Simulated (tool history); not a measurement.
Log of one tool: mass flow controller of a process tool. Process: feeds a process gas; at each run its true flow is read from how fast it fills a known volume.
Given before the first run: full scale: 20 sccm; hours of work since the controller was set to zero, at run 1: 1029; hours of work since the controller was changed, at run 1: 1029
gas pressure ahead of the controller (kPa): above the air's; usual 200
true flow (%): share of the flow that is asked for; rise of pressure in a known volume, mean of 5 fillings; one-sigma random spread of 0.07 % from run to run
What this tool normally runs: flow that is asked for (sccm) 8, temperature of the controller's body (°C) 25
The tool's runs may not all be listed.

run,hour,flow that is asked for (sccm),gas pressure ahead of the controller (kPa),temperature of the controller's body (°C),hours of work since the controller was set to zero,hours of work since the controller was changed,true flow (%)
1,0,8,200,25,1029,1029,99.09
2,65,8,200,25,1053,1053,98.95
3,153.8,8,200,25,1086,1086,99.01
4,237,8,200,21,1117,1117,98.68
5,362.5,8,200,21,1164,1164,98.6
6,489.9,12,200,25,1212,1212,99.55
7,598.7,12,200,25,1252,1252,99.61
8,674.7,7,279,29,1281,1281,99.29
9,733.1,11,208,24,1302,1302,99.32
10,839,11,208,24,1342,1342,99.33
11,899.9,11,143,24,1365,1365,99.54
12,964.8,3,273,24,1389,1389,98.9
13,1089.9,3,141,24,1436,1436,99.17
14,1160.3,3,141,24,1462,1462,99.22

Forecast each of these 5 alternatives for the next run:
A,1233.2,3,141,21,1489,1489,?
B,1233.2,2,183,36,1489,1489,?
C,1233.2,3,200,28,1489,1489,?
D,1233.2,10,141,24,1489,1489,?
E,1233.2,12,193,25,1489,1489,?

run,true flow (%)
A,98.85
B,100.79
C,99.56
D,99.48
E,99.65
What these runs would have given with no unlogged condition in the tool:
run,true flow (%)
A,97.53
B,99.02
C,98.24
D,98.79
E,99.01
